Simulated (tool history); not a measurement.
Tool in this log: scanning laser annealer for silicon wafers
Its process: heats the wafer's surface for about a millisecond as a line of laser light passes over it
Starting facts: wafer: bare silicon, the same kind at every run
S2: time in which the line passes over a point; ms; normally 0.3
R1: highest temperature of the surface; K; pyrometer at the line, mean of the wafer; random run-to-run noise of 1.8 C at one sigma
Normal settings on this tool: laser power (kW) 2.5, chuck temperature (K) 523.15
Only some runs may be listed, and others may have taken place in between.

{"run": 1, "hour": 0.0, "laser power (kW)": 2.5, "S2": 0.3, "chuck temperature (K)": 523.15, "R1": 1287.15}
{"run": 2, "hour": 17.3, "laser power (kW)": 2.126, "S2": 0.3, "chuck temperature (K)": 523.15, "R1": 1178.15}
{"run": 3, "hour": 34.8, "laser power (kW)": 2.5, "S2": 0.3, "chuck temperature (K)": 523.15, "R1": 1289.15}
{"run": 4, "hour": 57.6, "laser power (kW)": 2.5, "S2": 0.325, "chuck temperature (K)": 523.15, "R1": 1322.15}
{"run": 5, "hour": 76.4, "laser power (kW)": 2.5, "S2": 0.325, "chuck temperature (K)": 523.15, "R1": 1321.15}
{"run": 6, "hour": 103.6, "laser power (kW)": 2.5, "S2": 0.3, "chuck temperature (K)": 545.15, "R1": 1310.15}
{"run": 7, "hour": 122.9, "laser power (kW)": 2.5, "S2": 0.3, "chuck temperature (K)": 545.15, "R1": 1307.15}
{"run": 8, "hour": 138.9, "laser power (kW)": 2.5, "S2": 0.3, "chuck temperature (K)": 545.15, "R1": 1306.15}
{"run": 9, "hour": 150.9, "laser power (kW)": 2.5, "S2": 0.3, "chuck temperature (K)": 523.15, "R1": 1280.15}
{"run": 10, "hour": 178.1, "laser power (kW)": 2.5, "S2": 0.3, "chuck temperature (K)": 523.15, "R1": 1283.15}
{"run": 11, "hour": 197.7, "laser power (kW)": 2.5, "S2": 0.3, "chuck temperature (K)": 523.15, "R1": 1287.15}
{"run": 12, "hour": 210.2, "laser power (kW)": 2.5, "S2": 0.3, "chuck temperature (K)": 523.15, "R1": 1284.15}
{"run": 13, "hour": 225.6, "laser power (kW)": 2.5, "S2": 0.3, "chuck temperature (K)": 523.15, "R1": 1281.15}
{"run": 14, "hour": 252.0, "laser power (kW)": 2.5, "S2": 0.3, "chuck temperature (K)": 523.15, "R1": 1283.15}
{"run": 15, "hour": 278.9, "laser power (kW)": 2.5, "S2": 0.3, "chuck temperature (K)": 523.15, "R1": 1284.15}
{"run": 16, "hour": 299.3, "laser power (kW)": 2.5, "S2": 0.216, "chuck temperature (K)": 523.15, "R1": 1157.15}
{"run": 17, "hour": 321.8, "laser power (kW)": 2.5, "S2": 0.216, "chuck temperature (K)": 523.15, "R1": 1158.15}
{"run": 18, "hour": 343.5, "laser power (kW)": 2.5, "S2": 0.216, "chuck temperature (K)": 523.15, "R1": 1156.15}
{"run": 19, "hour": 358.4, "laser power (kW)": 2.5, "S2": 0.216, "chuck temperature (K)": 523.15, "R1": 1156.15}
{"run": 20, "hour": 374.8, "laser power (kW)": 2.5, "S2": 0.216, "chuck temperature (K)": 523.15, "R1": 1157.15}
{"run": 21, "hour": 393.4, "laser power (kW)": 2.699, "S2": 0.3, "chuck temperature (K)": 509.15, "R1": 1324.15}
{"run": 22, "hour": 405.0, "laser power (kW)": 2.5, "S2": 0.3, "chuck temperature (K)": 517.15, "R1": 1271.15}
{"run": 23, "hour": 426.7, "laser power (kW)": 2.46, "S2": 0.318, "chuck temperature (K)": 533.15, "R1": 1298.15}
{"run": 24, "hour": 451.0, "laser power (kW)": 2.324, "S2": 0.211, "chuck temperature (K)": 552.15, "R1": 1129.15}
{"run": 25, "hour": 471.3, "laser power (kW)": 2.324, "S2": 0.211, "chuck temperature (K)": 552.15, "R1": 1130.15}
{"run": 26, "hour": 486.1, "laser power (kW)": 2.5, "S2": 0.328, "chuck temperature (K)": 523.15, "R1": 1308.15}
{"run": 27, "hour": 507.3, "laser power (kW)": 2.515, "S2": 0.342, "chuck temperature (K)": 523.15, "R1": 1334.15}
{"run": 28, "hour": 519.6, "laser power (kW)": 2.647, "S2": 0.303, "chuck temperature (K)": 508.15, "R1": 1307.15}
{"hour": 524.0, "done": "laser's power meter calibrated"}
{"run": 29, "hour": 540.3, "laser power (kW)": 2.5, "S2": 0.3, "chuck temperature (K)": 485.15, "R1": 1230.15}
{"run": 30, "hour": 556.2, "laser power (kW)": 2.5, "S2": 0.3, "chuck temperature (K)": 485.15, "R1": 1232.15}
{"run": 31, "hour": 567.3, "laser power (kW)": 2.5, "S2": 0.239, "chuck temperature (K)": 495.15, "R1": 1155.15}
{"run": 32, "hour": 593.7, "laser power (kW)": 2.621, "S2": 0.354, "chuck temperature (K)": 550.15, "R1": 1402.15}
{"hour": 618.7, "done": "laser's power meter calibrated, once more"}
{"run": 33, "hour": 618.7, "laser power (kW)": 2.621, "S2": 0.354, "chuck temperature (K)": 550.15, "R1": 1408.15}
{"run": 34, "hour": 640.7, "laser power (kW)": 2.621, "S2": 0.354, "chuck temperature (K)": 550.15, "R1": 1410.15}
{"run": 35, "hour": 664.9, "laser power (kW)": 2.621, "S2": 0.354, "chuck temperature (K)": 550.15, "R1": 1410.15}
{"run": 36, "hour": 684.3, "laser power (kW)": 2.621, "S2": 0.331, "chuck temperature (K)": 529.15, "R1": 1358.15}
{"run": 37, "hour": 697.5, "laser power (kW)": 2.21, "S2": 0.35, "chuck temperature (K)": 549.15, "R1": 1269.15}
{"hour": 707.8, "done": "window over the wafer cleaned"}
{"run": 38, "hour": 715.9, "laser power (kW)": 2.518, "S2": 0.3, "chuck temperature (K)": 523.15, "R1": 1301.15}
{"run": 39, "hour": 740.6, "laser power (kW)": 2.19, "S2": 0.3, "chuck temperature (K)": 521.15, "R1": 1197.15}
{"run": 40, "hour": 760.1, "laser power (kW)": 2.304, "S2": 0.324, "chuck temperature (K)": 521.15, "R1": 1259.15}

Some steps in R1 between neighbouring runs. How much of each would the tool show without its hidden state too (settings, what came in, random variation), and how much is left for the hidden state, with any gauge scatter that isn't in both results?
Hidden state at play: light that passes the window, % of a clean one's; laser's true power over the reading, %; width of the line over the set one, %; drift of the gauge itself on peak_c, C.
Run 23 -> 24: laser power (kW) 2.46 -> 2.324, S2 0.318 -> 0.211, chuck temperature (K) 533.15 -> 552.15. R1 -169 K: hidden state +6, all else -175.
Run 25 -> 26: laser power (kW) 2.324 -> 2.5, S2 0.211 -> 0.328, chuck temperature (K) 552.15 -> 523.15. R1 +178 K: hidden state -7, all else +185.
Run 31 -> 32: laser power (kW) 2.5 -> 2.621, S2 0.239 -> 0.354, chuck temperature (K) 495.15 -> 550.15. R1 +247 K: hidden state -9, all else +256.
Run 37 -> 38: laser power (kW) 2.21 -> 2.518, S2 0.35 -> 0.3, chuck temperature (K) 549.15 -> 523.15, window over the wafer cleaned. R1 +32 K: hidden state +21, all else +11.
